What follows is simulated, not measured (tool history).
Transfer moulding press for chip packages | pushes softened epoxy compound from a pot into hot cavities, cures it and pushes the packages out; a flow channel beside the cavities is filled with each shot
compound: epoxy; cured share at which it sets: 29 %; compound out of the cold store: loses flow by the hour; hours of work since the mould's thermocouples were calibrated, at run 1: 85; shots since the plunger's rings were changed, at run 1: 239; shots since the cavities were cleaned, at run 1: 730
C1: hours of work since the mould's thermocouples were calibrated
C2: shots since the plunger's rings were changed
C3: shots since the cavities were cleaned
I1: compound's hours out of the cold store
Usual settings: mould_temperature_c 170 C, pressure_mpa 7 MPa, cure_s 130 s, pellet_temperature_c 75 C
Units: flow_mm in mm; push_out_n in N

Run 1, day 0: usual settings; C1 85; C2 239; C3 730; I1 10.2. Result: flow_mm 907 mm, push_out_n 726 N.
Run 2, day 0.946: usual settings; C1 95; C2 393; C3 884; I1 23.7. Result: flow_mm 841 mm, push_out_n 786 N.
At day 1.858: cavities cleaned with cleaning compound and waxed.
Run 3, day 2.117: usual settings; C1 107; C2 575; C3 42; I1 24.1. Result: flow_mm 832 mm, push_out_n 844 N.
Run 4, day 3.383: usual settings; C1 120; C2 783; C3 250; I1 34.9. Result: flow_mm 788 mm, push_out_n 810 N.
At day 4.904: cavities cleaned with cleaning compound and waxed, once more.
Run 5, day 4.996: usual settings but cure_s 140 s; C1 137; C2 1037; C3 16; I1 32.2. Result: flow_mm 798 mm, push_out_n 424 N.
Run 6, day 6.275: usual settings; C1 150; C2 1246; C3 225; I1 46.3. Result: flow_mm 743 mm, push_out_n 588 N.
Run 7, day 7.054: usual settings; C1 159; C2 1373; C3 352; I1 28.3. Result: flow_mm 811 mm, push_out_n 639 N.
Run 8, day 7.871: usual settings; C1 167; C2 1507; C3 486; I1 45.1. Result: flow_mm 748 mm, push_out_n 715 N.
Run 9, day 9.258: usual settings; C1 182; C2 1735; C3 714; I1 23.4. Result: flow_mm 830 mm, push_out_n 728 N.
Run 10, day 10.462: usual settings; C1 195; C2 1932; C3 911; I1 31.6. Result: flow_mm 798 mm, push_out_n 758 N.
At day 11.2: cavities cleaned with cleaning compound and waxed.
Run 11, day 12.079: usual settings but mould_temperature_c 176 C, pellet_temperature_c 69 C; C1 212; C2 2186; C3 143; I1 37.5. Result: flow_mm 741 mm, push_out_n 477 N.
Run 12, day 13.45: usual settings but mould_temperature_c 176 C, pellet_temperature_c 69 C; C1 226; C2 2411; C3 368; I1 32.8. Result: flow_mm 763 mm, push_out_n 613 N.
Run 13, day 14.288: usual settings but cure_s 145 s, pellet_temperature_c 68 C; C1 235; C2 2548; C3 505; I1 16.6. Result: flow_mm 849 mm, push_out_n 647 N.
Run 14, day 15.067: usual settings but pressure_mpa 6.31 MPa, pellet_temperature_c 77 C; C1 244; C2 2676; C3 633; I1 42.7. Result: flow_mm 704 mm, push_out_n 700 N.
Run 15, day 16.2: usual settings but mould_temperature_c 164 C, pressure_mpa 7.84 MPa, cure_s 137 s; C1 256; C2 2861; C3 818; I1 10.2. Result: flow_mm 966 mm, push_out_n 991 N.
Run 16, day 16.929: usual settings but mould_temperature_c 164 C, pressure_mpa 7.84 MPa, cure_s 137 s; C1 264; C2 2980; C3 937; I1 11.5. Result: flow_mm 963 mm, push_out_n 997 N.
At day 17.471: cavities cleaned with cleaning compound and waxed.
Run 17, day 17.683: usual settings but mould_temperature_c 168 C, pressure_mpa 6.78 MPa, pellet_temperature_c 73 C; C1 271; C2 3094; C3 35; I1 9.8. Result: flow_mm 877 mm, push_out_n 502 N.
Run 18, day 18.796: usual settings but cure_s 112 s, pellet_temperature_c 76 C; C1 283; C2 3276; C3 217; I1 28.5. Result: flow_mm 792 mm, push_out_n 684 N.
Run 19, day 20.292: usual settings but pellet_temperature_c 83 C; C1 299; C2 3521; C3 462; I1 31.8. Result: flow_mm 778 mm, push_out_n 658 N.
Run 20, day 21.367: usual settings but mould_temperature_c 172 C, pellet_temperature_c 79 C; C1 310; C2 3697; C3 638; I1 33.4. Result: flow_mm 757 mm, push_out_n 674 N.

Hidden state at the last listed run before each entry between runs and at the first one after, where it differs:
Between runs 2 and 3: cavities cleaned with cleaning compound and waxed (day 1.858)
  true mould temperature over the reading, C: -0.23 -> -0.21; pressure that reaches the compound, % of what is set: 98.52 -> 98.17; grip of the stained cavities, % over clean ones': 81 -> 96
  measured less the result without the state, flow_mm: -5 -> -6 mm; push_out_n: +355 -> +414 N
Between runs 4 and 5: cavities cleaned with cleaning compound and waxed, once more (day 4.904)
  true mould temperature over the reading, C: -0.19 -> -0.16; pressure that reaches the compound, % of what is set: 97.75 -> 97.24; grip of the stained cavities, % over clean ones': 93.9 -> 5.8
  measured less the result without the state, flow_mm: -8 -> -10 mm; push_out_n: +396 -> +24 N
Between runs 10 and 11: cavities cleaned with cleaning compound and waxed (day 11.2)
  true mould temperature over the reading, C: -0.08 -> -0.06; pressure that reaches the compound, % of what is set: 95.57 -> 95.05; grip of the stained cavities, % over clean ones': 82.4 -> 29.7
  measured less the result without the state, flow_mm: -18 -> -19 mm; push_out_n: +346 -> +110 N
Between runs 16 and 17: cavities cleaned with cleaning compound and waxed (day 17.471)
  true mould temperature over the reading, C: 0.02 -> 0.03; pressure that reaches the compound, % of what is set: 93.57 -> 93.38; grip of the stained cavities, % over clean ones': 82.1 -> 9.8
  measured less the result without the state, flow_mm: -33 -> -31 mm; push_out_n: +453 -> +44 N
